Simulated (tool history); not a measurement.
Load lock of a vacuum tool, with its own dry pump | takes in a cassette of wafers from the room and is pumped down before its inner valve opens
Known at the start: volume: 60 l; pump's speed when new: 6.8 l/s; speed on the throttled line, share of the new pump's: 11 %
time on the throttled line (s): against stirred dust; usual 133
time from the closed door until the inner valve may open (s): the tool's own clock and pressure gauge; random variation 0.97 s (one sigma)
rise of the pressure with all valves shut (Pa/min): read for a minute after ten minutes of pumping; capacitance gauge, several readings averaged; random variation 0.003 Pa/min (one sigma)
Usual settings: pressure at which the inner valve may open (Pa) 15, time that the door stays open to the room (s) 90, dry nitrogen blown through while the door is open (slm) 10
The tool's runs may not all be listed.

| run | day | time on the throttled line (s) | pressure at which the inner valve may open (Pa) | time that the door stays open to the room (s) | dry nitrogen blown through while the door is open (slm) | incoming humidity of the room's air, % | time from the closed door until the inner valve may open (s) | rise of the pressure with all valves shut (Pa/min) |
|---|---|---|---|---|---|---|---|---|
| 1 | 0 | 133 | 15 | 90 | 10 | 46.2 | 196.7 | 0.155 |
| 2 | 8.142 | 133 | 15 | 90 | 10 | 46.5 | 199.9 | 0.155 |
| 3 | 13.138 | 133 | 15 | 90 | 10 | 45.3 | 197.7 | 0.152 |
| 4 | 18.567 | 133 | 15 | 90 | 42 | 45.6 | 199.9 | 0.138 |
| 5 | 22.8 | 133 | 15 | 90 | 42 | 45.2 | 199.6 | 0.136 |
| 6 | 26.783 | 133 | 15 | 90 | 42 | 44.9 | 198.4 | 0.144 |
| 7 | 33.862 | 133 | 15 | 90 | 9 | 42.6 | 198.6 | 0.158 |
| 8 | 38.879 | 141 | 14 | 154 | 11 | 43.3 | 206.8 | 0.178 |
| 9 | 44.962 | 141 | 14 | 64 | 11 | 42.7 | 207 | 0.156 |
| 10 | 50.483 | 84 | 10 | 29 | 15 | 43.5 | 158.5 | 0.139 |
| 11 | 54.475 | 84 | 10 | 29 | 15 | 42.5 | 158.1 | 0.136 |
| 12 | 60.346 | 84 | 10 | 29 | 15 | 44.1 | 159.8 | 0.148 |
| 13 | 64.308 | 97 | 15 | 90 | 4 | 48.7 | 166.5 | 0.188 |
| 14 | 70.229 | 141 | 15 | 107 | 4 | 41.6 | 207.4 | 0.184 |

4 ways to go on from here, each from the tool as it stands after run 14. What would each give?
| A | 74.462 | 141 | 15 | 107 | 11 | 42.2 | ? | ? |
| B | 74.462 | 141 | 22 | 107 | 8 | 40.4 | ? | ? |
| C | 74.462 | 91 | 24 | 90 | 10 | 42.6 | ? | ? |
| D | 74.462 | 68 | 13 | 90 | 10 | 45.4 | ? | ? |

| run | time from the closed door until the inner valve may open (s) | rise of the pressure with all valves shut (Pa/min) |
|---|---|---|
| A | 205.6 | 0.17 |
| B | 200.3 | 0.176 |
| C | 157.1 | 0.174 |
| D | 141.5 | 0.177 |
Without the tool's hidden state the same runs would have given:
| run | time from the closed door until the inner valve may open (s) | rise of the pressure with all valves shut (Pa/min) |
|---|---|---|
| A | 204.2 | 0.037 |
| B | 199.1 | 0.043 |
| C | 155.7 | 0.043 |
| D | 139.9 | 0.045 |
